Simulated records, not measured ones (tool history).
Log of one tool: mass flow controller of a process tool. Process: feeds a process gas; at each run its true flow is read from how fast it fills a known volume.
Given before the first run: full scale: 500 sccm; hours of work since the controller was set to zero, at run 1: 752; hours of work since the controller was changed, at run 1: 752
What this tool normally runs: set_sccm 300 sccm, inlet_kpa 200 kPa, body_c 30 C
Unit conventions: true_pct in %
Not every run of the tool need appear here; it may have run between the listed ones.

run,day,set_sccm,inlet_kpa,body_c,hours of work since the controller was set to zero,hours of work since the controller was changed,true_pct
1,0.000,300,200,30,752,752,98.95
2,6.554,300,200,30,839,839,99.12
3,12.825,300,200,30,922,922,99.06
4,17.612,300,200,30,985,985,98.97
5,22.967,300,200,30,1055,1055,98.90
6,26.867,300,203,30,1107,1107,98.87
7,32.583,300,203,30,1182,1182,98.94
8,37.000,300,200,30,1241,1241,98.75
9,40.492,300,200,30,1287,1287,98.89
10,43.533,142,200,30,1327,1327,97.64
11,47.592,142,200,30,1380,1380,97.60
12,51.400,300,173,30,1431,1431,98.94
13,54.625,300,200,30,1473,1473,98.62
14,60.383,200,200,30,1549,1549,98.02
15,66.525,200,200,30,1630,1630,97.99
16,71.625,200,200,30,1697,1697,97.84
17,77.554,200,200,30,1776,1776,97.86
18,80.925,300,234,30,1820,1820,98.44
19,86.712,300,234,26,1896,1896,98.36
20,90.033,328,200,27,1940,1940,98.55
21,94.842,328,140,27,2004,2004,98.76
22,99.200,328,140,27,2061,2061,98.81
# day 99.875: controller's zero set anew
23,105.783,313,241,30,78,2148,97.86
24,111.733,174,197,35,156,2226,96.75
25,118.675,403,245,29,248,2318,98.44
26,124.012,402,258,39,318,2388,98.52
27,126.892,190,200,34,356,2426,96.92
28,133.208,89,218,32,440,2509,94.37

Run 29 is up next; what results do you expect?
# day 135.167: controller's zero set anew, once more
29,137.250,300,151,39,28,2563,?

true_pct: 99.44 %
If the tool had no hidden condition, the same run with the same run-to-run variation would have returned true_pct 99.90 %.
